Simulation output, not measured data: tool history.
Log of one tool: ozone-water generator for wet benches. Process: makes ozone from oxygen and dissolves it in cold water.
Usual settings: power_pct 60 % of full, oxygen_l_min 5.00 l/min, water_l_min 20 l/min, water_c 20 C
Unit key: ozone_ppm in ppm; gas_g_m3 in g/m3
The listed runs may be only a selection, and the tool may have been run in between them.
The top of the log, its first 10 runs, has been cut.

run,hour,power_pct,oxygen_l_min,water_l_min,water_c,ozone_ppm,gas_g_m3
11,1563.0,60,3.57,20,20,19.0,218.7
12,1649.5,60,3.57,20,20,18.7,219.1
13,1803.2,60,3.57,20,20,18.6,220.4
14,1957.6,60,5.00,12,20,28.3,196.3
# hour 2052.6: contactor cleaned
15,2113.1,60,5.00,12,20,29.2,193.9
16,2308.4,60,5.00,20,17,21.8,194.3
17,2479.6,60,5.00,20,17,21.8,193.4
# hour 2583.2: water thermometer calibrated
18,2590.0,60,5.00,20,17,21.7,195.5
19,2676.3,60,5.00,20,17,21.4,193.8
20,2758.4,60,5.00,19,20,21.4,194.4
21,2948.1,60,8.01,20,20,22.1,163.9
22,3031.7,91,4.39,24,27,22.2,282.6
23,3165.6,59,5.21,30,26,13.9,188.6
24,3296.8,59,5.21,30,26,13.6,187.0

Run 25, settings as shown, results not yet in. Your forecast:
25,3455.0,50,5.00,31,20,?,?

Run 25 yielded ozone_ppm 12.8 ppm, gas_g_m3 167.1 g/m3.
Minus the tool's unlogged condition, the same run would have read ozone_ppm 13.6 ppm, gas_g_m3 175.0 g/m3.
